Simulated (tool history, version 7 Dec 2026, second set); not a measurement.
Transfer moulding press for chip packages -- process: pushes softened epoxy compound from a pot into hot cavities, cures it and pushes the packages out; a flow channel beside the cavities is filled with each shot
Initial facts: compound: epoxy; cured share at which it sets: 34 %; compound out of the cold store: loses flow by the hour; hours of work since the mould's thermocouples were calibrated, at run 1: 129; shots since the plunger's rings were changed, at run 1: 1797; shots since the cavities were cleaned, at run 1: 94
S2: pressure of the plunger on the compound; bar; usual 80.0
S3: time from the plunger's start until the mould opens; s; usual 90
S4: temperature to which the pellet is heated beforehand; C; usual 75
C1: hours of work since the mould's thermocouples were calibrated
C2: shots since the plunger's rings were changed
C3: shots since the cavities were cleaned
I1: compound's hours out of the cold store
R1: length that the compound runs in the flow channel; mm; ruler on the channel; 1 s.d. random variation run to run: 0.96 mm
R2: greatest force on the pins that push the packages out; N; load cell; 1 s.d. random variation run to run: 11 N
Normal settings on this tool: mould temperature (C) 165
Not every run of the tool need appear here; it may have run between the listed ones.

Run 1, day 0.000: usual settings; C1 129; C2 1797; C3 94; I1 27.6. Result: R1 650.4 mm, R2 629 N.
At day 1.792: cavities cleaned with cleaning compound and waxed.
At day 3.012: plunger's sealing rings changed.
Run 2, day 3.675: usual settings but S4 84 C; C1 185; C2 187; C3 503; I1 30.6. Result: R1 653.0 mm, R2 850 N.
At day 4.104: cavities cleaned with cleaning compound and waxed.
At day 6.288: cavities cleaned with cleaning compound and waxed.
Run 3, day 7.350: usual settings but S4 84 C; C1 241; C2 1191; C3 300; I1 43.9. Result: R1 617.4 mm, R2 738 N.
At day 8.292: cavities cleaned with cleaning compound and waxed.
Run 4, day 9.675: usual settings but S4 84 C; C1 277; C2 1832; C3 391; I1 23.7. Result: R1 661.4 mm, R2 847 N.
At day 10.450: cavities cleaned with cleaning compound and waxed.
Run 5, day 12.254: usual settings but S3 120 s; C1 316; C2 2544; C3 510; I1 16.6. Result: R1 674.2 mm, R2 726 N.
At day 12.550: plunger's sealing rings changed.
At day 12.612: cavities cleaned with cleaning compound and waxed.
At day 14.254: mould's thermocouples calibrated.
Run 6, day 14.254: usual settings but S3 120 s; C1 0; C2 441; C3 441; I1 46.5. Result: R1 614.4 mm, R2 678 N.
At day 14.700: cavities cleaned with cleaning compound and waxed.
At day 16.671: cavities cleaned with cleaning compound and waxed.
Run 7, day 17.729: usual settings but mould temperature (C) 171, S3 120 s; C1 53; C2 1389; C3 300; I1 30.1. Result: R1 641.2 mm, R2 605 N.
At day 18.750: cavities cleaned with cleaning compound and waxed.
Run 8, day 20.029: usual settings but S3 86 s; C1 88; C2 2021; C3 361; I1 23.8. Result: R1 662.5 mm, R2 868 N.
At day 20.821: cavities cleaned with cleaning compound and waxed.
At day 22.338: plunger's sealing rings changed.
At day 22.988: cavities cleaned with cleaning compound and waxed.
Run 9, day 23.892: usual settings but S3 86 s; C1 146; C2 422; C3 256; I1 41.2. Result: R1 627.9 mm, R2 765 N.
At day 24.912: cavities cleaned with cleaning compound and waxed.
At day 26.838: cavities cleaned with cleaning compound and waxed.
Run 10, day 26.958: usual settings but S3 86 s, S4 67 C; C1 192; C2 1254; C3 33; I1 43.3. Result: R1 619.0 mm, R2 596 N.
At day 28.792: cavities cleaned with cleaning compound and waxed.
Run 11, day 28.792: usual settings but S3 86 s, S4 67 C; C1 220; C2 1755; C3 0; I1 9.8. Result: R1 696.8 mm, R2 575 N.
Run 12, day 30.575: usual settings but mould temperature (C) 164; C1 248; C2 2261; C3 506; I1 33.3. Result: R1 636.7 mm, R2 936 N.
At day 30.821: cavities cleaned with cleaning compound and waxed.
At day 31.946: plunger's sealing rings changed.
At day 32.888: cavities cleaned with cleaning compound and waxed.
Run 13, day 34.696: usual settings; C1 310; C2 760; C3 512; I1 26.2. Result: R1 661.3 mm, R2 918 N.
At day 35.088: cavities cleaned with cleaning compound and waxed.
At day 37.146: mould's thermocouples calibrated.
At day 37.208: cavities cleaned with cleaning compound and waxed.
Run 14, day 37.208: usual settings but mould temperature (C) 163; C1 0; C2 1412; C3 0; I1 9.3. Result: R1 704.2 mm, R2 584 N.
At day 39.221: cavities cleaned with cleaning compound and waxed.
Run 15, day 39.221: usual settings but mould temperature (C) 168, S2 74.4 bar, S3 104 s; C1 31; C2 1965; C3 0; I1 24.8. Result: R1 629.9 mm, R2 454 N.
At day 41.192: cavities cleaned with cleaning compound and waxed.
At day 41.950: plunger's sealing rings changed.
Run 16, day 43.042: usual settings but mould temperature (C) 161, S3 104 s; C1 89; C2 308; C3 494; I1 22.7. Result: R1 679.5 mm, R2 863 N.
At day 43.442: cavities cleaned with cleaning compound and waxed.
At day 45.550: cavities cleaned with cleaning compound and waxed.
Run 17, day 46.342: usual settings but S3 73 s, S4 73 C; C1 139; C2 1206; C3 223; I1 25.6. Result: R1 661.6 mm, R2 1069 N.
At day 47.492: cavities cleaned with cleaning compound and waxed.
Run 18, day 48.658: usual settings but mould temperature (C) 159; C1 174; C2 1845; C3 331; I1 41.9. Result: R1 625.3 mm, R2 1055 N.
At day 49.533: cavities cleaned with cleaning compound and waxed.
Run 19, day 50.746: usual settings but mould temperature (C) 168, S2 66.2 bar, S4 83 C; C1 206; C2 2418; C3 343; I1 24.3. Result: R1 592.6 mm, R2 691 N.
At day 51.738: plunger's sealing rings changed.
At day 51.800: cavities cleaned with cleaning compound and waxed.
Run 20, day 53.317: usual settings but S3 116 s; C1 244; C2 429; C3 429; I1 41.6. Result: R1 624.1 mm, R2 690 N.
At day 54.033: cavities cleaned with cleaning compound and waxed.
At day 56.071: cavities cleaned with cleaning compound and waxed.
Run 21, day 56.150: usual settings but S2 60.7 bar, S3 100 s, S4 77 C; C1 287; C2 1195; C3 21; I1 27.1. Result: R1 570.7 mm, R2 497 N.
At day 58.175: cavities cleaned with cleaning compound and waxed.
Run 22, day 58.638: usual settings but S2 60.7 bar, S3 100 s, S4 73 C; C1 325; C2 1882; C3 131; I1 40.7. Result: R1 539.2 mm, R2 571 N.
At day 59.725: mould's thermocouples calibrated.
At day 60.233: cavities cleaned with cleaning compound and waxed.
Run 23, day 61.108: usual settings but mould temperature (C) 171, S2 85.8 bar; C1 21; C2 2540; C3 248; I1 46.1. Result: R1 618.2 mm, R2 641 N.
At day 61.538: plunger's sealing rings changed.
At day 62.267: cavities cleaned with cleaning compound and waxed.
Run 24, day 63.529: usual settings but mould temperature (C) 161, S2 80.2 bar, S3 98 s, S4 79 C; C1 56; C2 546; C3 357; I1 37.5. Result: R1 639.7 mm, R2 859 N.
At day 64.283: cavities cleaned with cleaning compound and waxed.
At day 66.262: cavities cleaned with cleaning compound and waxed.
Run 25, day 66.742: usual settings but mould temperature (C) 161, S2 77.9 bar, S3 112 s, S4 79 C; C1 105; C2 1419; C3 135; I1 31.0. Result: R1 641.8 mm, R2 594 N.
At day 68.246: cavities cleaned with cleaning compound and waxed.
Run 26, day 69.546: usual settings but S3 112 s; C1 148; C2 2196; C3 368; I1 18.9. Result: R1 670.6 mm, R2 721 N.

3 options for the next run, each taken on its own from the tool as it stands now. Forecast them:
At day 70.350: cavities cleaned with cleaning compound and waxed.
At day 71.262: plunger's sealing rings changed.
Run A, day 71.988: usual settings but S3 112 s, S4 68 C; C1 184; C2 205; C3 433; I1 31.7. Result: R1 ?, R2 ?.
At day 70.350: cavities cleaned with cleaning compound and waxed.
At day 71.262: plunger's sealing rings changed.
Run B, day 71.988: usual settings but mould temperature (C) 159, S3 107 s, S4 80 C; C1 184; C2 205; C3 433; I1 20.5. Result: R1 ?, R2 ?.
At day 70.350: cavities cleaned with cleaning compound and waxed.
At day 71.262: plunger's sealing rings changed.
Run C, day 71.988: usual settings but S2 73.1 bar, S3 89 s, S4 78 C; C1 184; C2 205; C3 433; I1 29.9. Result: R1 ?, R2 ?.

run     R1   R2
  A  651.5  720
  B  688.0  902
  C  624.7  841
Stripped of hidden state, with their random variation kept, the same runs would have yielded:
run     R1   R2
  A  653.8  436
  B  690.4  545
  C  627.0  504

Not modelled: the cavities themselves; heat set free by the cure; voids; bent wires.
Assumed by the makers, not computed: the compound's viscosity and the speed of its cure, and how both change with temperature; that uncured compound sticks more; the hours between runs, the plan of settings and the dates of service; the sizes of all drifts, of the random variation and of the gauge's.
